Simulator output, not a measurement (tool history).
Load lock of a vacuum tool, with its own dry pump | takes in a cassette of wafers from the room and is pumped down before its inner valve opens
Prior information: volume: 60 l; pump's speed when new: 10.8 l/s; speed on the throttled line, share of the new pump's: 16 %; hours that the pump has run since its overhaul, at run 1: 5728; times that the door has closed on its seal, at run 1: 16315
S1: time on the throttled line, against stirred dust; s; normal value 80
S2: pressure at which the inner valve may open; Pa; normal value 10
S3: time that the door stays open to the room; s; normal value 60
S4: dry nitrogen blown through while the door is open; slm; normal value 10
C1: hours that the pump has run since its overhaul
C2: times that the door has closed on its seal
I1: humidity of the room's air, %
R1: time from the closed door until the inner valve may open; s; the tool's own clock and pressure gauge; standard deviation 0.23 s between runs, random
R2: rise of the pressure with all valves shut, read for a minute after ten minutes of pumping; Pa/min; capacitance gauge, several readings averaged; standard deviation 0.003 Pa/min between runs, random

Run 1, hour 0: usual settings; C1 5728; C2 16315; I1 42.9. Result: R1 119.8 s, R2 0.134 Pa/min.
Run 2, hour 306.2: usual settings; C1 6034; C2 17580; I1 44.7. Result: R1 119.9 s, R2 0.145 Pa/min.
Run 3, hour 556.2: usual settings; C1 6284; C2 18612; I1 41.7. Result: R1 120.2 s, R2 0.152 Pa/min.
Run 4, hour 894.2: usual settings but S2 7 Pa; C1 6622; C2 20008; I1 44.7. Result: R1 122.1 s, R2 0.169 Pa/min.
Run 5, hour 1307.5: usual settings; C1 7035; C2 21714; I1 46.1. Result: R1 120.4 s, R2 0.186 Pa/min.
Run 6, hour 1655.1: usual settings; C1 7383; C2 23150; I1 48.9. Result: R1 120.4 s, R2 0.208 Pa/min.
Run 7, hour 2070: usual settings; C1 7798; C2 24863; I1 46.9. Result: R1 120.2 s, R2 0.231 Pa/min.
Run 8, hour 2403.7: usual settings; C1 8131; C2 26241; I1 47.4. Result: R1 120.6 s, R2 0.248 Pa/min.
Run 9, hour 2715.6: usual settings; C1 8443; C2 27530; I1 44.9. Result: R1 120.7 s, R2 0.264 Pa/min.
At hour 2903.9: door's seal changed, seat wiped.
Run 10, hour 3094.3: usual settings but S1 47 s; C1 8821; C2 786; I1 44.8. Result: R1 92.9 s, R2 0.036 Pa/min.
Run 11, hour 3557.6: usual settings but S1 47 s; C1 9284; C2 2699; I1 43.9. Result: R1 94 s, R2 0.042 Pa/min.
Run 12, hour 3798.4: usual settings but S2 16 Pa; C1 9525; C2 3694; I1 44.6. Result: R1 118.7 s, R2 0.045 Pa/min.
Run 13, hour 4032.2: usual settings but S2 16 Pa; C1 9758; C2 4659; I1 44.3. Result: R1 118.4 s, R2 0.059 Pa/min.
Run 14, hour 4336.3: usual settings but S1 53 s; C1 10063; C2 5915; I1 44.9. Result: R1 99 s, R2 0.057 Pa/min.
Run 15, hour 4631.9: usual settings but S1 53 s; C1 10358; C2 7136; I1 46.5. Result: R1 99.2 s, R2 0.068 Pa/min.
Run 16, hour 4837.2: usual settings but S1 53 s; C1 10563; C2 7983; I1 45.5. Result: R1 99.1 s, R2 0.071 Pa/min.
Run 17, hour 5188.1: usual settings but S1 53 s; C1 10914; C2 9432; I1 42.7. Result: R1 99.2 s, R2 0.073 Pa/min.
Run 18, hour 5635.9: usual settings but S1 53 s; C1 11362; C2 11282; I1 39.9. Result: R1 99.4 s, R2 0.086 Pa/min.
Run 19, hour 5989.2: usual settings but S1 53 s; C1 11715; C2 12741; I1 44.2. Result: R1 99.7 s, R2 0.1 Pa/min.
Run 20, hour 6283.5: usual settings but S1 50 s, S4 11 slm; C1 12010; C2 13956; I1 44.2. Result: R1 97.6 s, R2 0.107 Pa/min.
Run 21, hour 6487.9: usual settings but S1 66 s, S2 17 Pa, S3 153 s, S4 7 slm; C1 12214; C2 14800; I1 45. Result: R1 107.4 s, R2 0.156 Pa/min.
Run 22, hour 6810: usual settings but S1 45 s; C1 12536; C2 16130; I1 43.2. Result: R1 93.3 s, R2 0.123 Pa/min.
Run 23, hour 7048.1: usual settings but S1 88 s, S3 88 s, S4 11 slm; C1 12774; C2 17113; I1 48.1. Result: R1 129.3 s, R2 0.148 Pa/min.
Run 24, hour 7470.6: usual settings but S1 65 s, S2 8 Pa, S4 15 slm; C1 13197; C2 18858; I1 46.7. Result: R1 111.5 s, R2 0.144 Pa/min.
Run 25, hour 7953.4: usual settings but S1 92 s, S2 13 Pa, S3 29 s, S4 20 slm; C1 13680; C2 20852; I1 46.4. Result: R1 131.1 s, R2 0.15 Pa/min.
At hour 8061.2: dry pump taken out, an overhauled one fitted.
Run 26, hour 8312.9: usual settings but S1 79 s, S2 13 Pa; C1 252; C2 22312; I1 44.1. Result: R1 116 s, R2 0.191 Pa/min.
Run 27, hour 8740: usual settings but S1 89 s; C1 679; C2 24075; I1 45.3. Result: R1 125.9 s, R2 0.208 Pa/min.
Run 28, hour 8992.8: usual settings but S1 89 s; C1 932; C2 25119; I1 43.8. Result: R1 126.1 s, R2 0.219 Pa/min.
Run 29, hour 9478.7: usual settings but S1 89 s, S2 9 Pa, S4 5 slm; C1 1417; C2 27126; I1 45.3. Result: R1 126.8 s, R2 0.245 Pa/min.
At hour 9762: door's seal changed, seat wiped.
Run 30, hour 9811: usual settings but S1 89 s, S2 9 Pa, S4 5 slm; C1 1748; C2 203; I1 43. Result: R1 127 s, R2 0.035 Pa/min.
Run 31, hour 10158.2: usual settings but S1 89 s, S2 9 Pa; C1 2095; C2 1637; I1 49.8. Result: R1 126.9 s, R2 0.042 Pa/min.
Run 32, hour 10630.6: usual settings but S1 89 s, S2 9 Pa; C1 2568; C2 3587; I1 45.5. Result: R1 126.8 s, R2 0.048 Pa/min.
Run 33, hour 10942.9: usual settings but S3 235 s; C1 2880; C2 4877; I1 46.3. Result: R1 119.2 s, R2 0.118 Pa/min.
Run 34, hour 11238.6: usual settings but S3 57 s, S4 28 slm; C1 3176; C2 6098; I1 45. Result: R1 119.1 s, R2 0.047 Pa/min.
Run 35, hour 11526.7: usual settings but S1 126 s, S4 34 slm; C1 3464; C2 7288; I1 45. Result: R1 157.6 s, R2 0.05 Pa/min.
Run 36, hour 11875.6: usual settings but S1 126 s, S4 34 slm; C1 3813; C2 8729; I1 44.5. Result: R1 157.9 s, R2 0.055 Pa/min.
Run 37, hour 12126.9: usual settings but S3 29 s; C1 4064; C2 9767; I1 43.4. Result: R1 119.5 s, R2 0.068 Pa/min.

Below, each run's measurement less what the same run would have read without the hidden state. Both values contain the same run-to-run variation, but the gauge's scatter may not be the same in both:
Hidden state present: pump's speed, % of a new pump's; leak at the door's seal, Pa l/s; drift of the gauge itself on ready_s, %; drift of the gauge itself on rise_pa_min, %.
run    R1      R2
  1  +1.4    +0.1
  2  +1.5  +0.109
  3  +1.6  +0.118
  4  +1.8  +0.134
  5  +1.9  +0.153
  6  +1.9  +0.169
  7  +2.1  +0.189
  8  +2.2  +0.208
  9  +2.3   +0.23
 10  +2.7  +0.004
 11    +3  +0.009
 12  +2.5  +0.013
 13  +2.5  +0.017
 14  +3.2  +0.024
 15  +3.3  +0.029
 16  +3.4  +0.035
 17  +3.5  +0.041
 18  +3.7  +0.053
 19  +3.9  +0.063
 20  +4.2  +0.075
 21  +3.6  +0.082
 22  +4.3   +0.09
 23  +3.8  +0.098
 24  +4.4  +0.115
 25  +3.8  +0.135
 26  -0.2  +0.152
 27  -0.1  +0.174
 28    +0  +0.185
 29  +0.3  +0.207
 30  +0.2      +0
 31  +0.3  +0.004
 32  +0.4   +0.01
 33  +0.6  +0.016
 34  +0.7  +0.021
 35  +0.6  +0.029
 36  +0.7  +0.035
 37  +0.9  +0.041
